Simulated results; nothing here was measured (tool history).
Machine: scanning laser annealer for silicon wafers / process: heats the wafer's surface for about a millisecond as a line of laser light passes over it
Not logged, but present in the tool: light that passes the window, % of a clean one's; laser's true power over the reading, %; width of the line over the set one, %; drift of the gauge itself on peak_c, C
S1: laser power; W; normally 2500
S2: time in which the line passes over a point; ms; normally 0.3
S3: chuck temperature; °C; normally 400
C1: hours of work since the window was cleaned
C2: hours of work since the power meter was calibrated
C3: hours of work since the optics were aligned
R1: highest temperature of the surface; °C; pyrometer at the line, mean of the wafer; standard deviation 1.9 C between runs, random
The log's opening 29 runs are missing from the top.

run 30 hour=550.2 | S1=2448 S2=0.239 S3=387 | C1=876 C2=457 C3=501 | R1=1032
run 31 hour=576.3 | S1=2448 S2=0.239 S3=387 | C1=887 C2=468 C3=512 | R1=1034
run 32 hour=600.8 | S1=2448 S2=0.239 S3=387 | C1=897 C2=478 C3=522 | R1=1031
run 33 hour=618.1 | S1=2448 S2=0.239 S3=387 | C1=904 C2=485 C3=529 | R1=1037
run 34 hour=644.6 | S1=2470 S2=0.3 S3=400 | C1=915 C2=496 C3=540 | R1=1143
run 35 hour=657.6 | S1=2500 S2=0.376 S3=400 | C1=920 C2=501 C3=545 | R1=1248
-- hour=666.5 window over the wafer cleaned
run 36 hour=673.1 | S1=2500 S2=0.376 S3=400 | C1=3 C2=507 C3=551 | R1=1290
run 37 hour=694.6 | S1=2590 S2=0.275 S3=415 | C1=12 C2=515 C3=560 | R1=1200
run 38 hour=714.9 | S1=2410 S2=0.226 S3=415 | C1=20 C2=524 C3=568 | R1=1058
run 39 hour=742.5 | S1=2410 S2=0.226 S3=415 | C1=31 C2=535 C3=579 | R1=1061
run 40 hour=769.2 | S1=2410 S2=0.288 S3=415 | C1=42 C2=546 C3=590 | R1=1147
run 41 hour=791.7 | S1=2410 S2=0.288 S3=415 | C1=51 C2=555 C3=599 | R1=1148

Here are 3 independent what-if runs from the current tool condition. What would each one return?
run A hour=803.7 | S1=2410 S2=0.293 S3=415 | C1=56 C2=560 C3=604 | R1=?
run B hour=803.7 | S1=2531 S2=0.3 S3=400 | C1=56 C2=560 C3=604 | R1=?
run C hour=803.7 | S1=2163 S2=0.379 S3=368 | C1=56 C2=560 C3=604 | R1=?

run=A R1=1155
run=B R1=1195
run=C R1=1114
Take away the tool's hidden state, keep each run's random variation, and the runs would have read:
run=A R1=1161
run=B R1=1202
run=C R1=1120
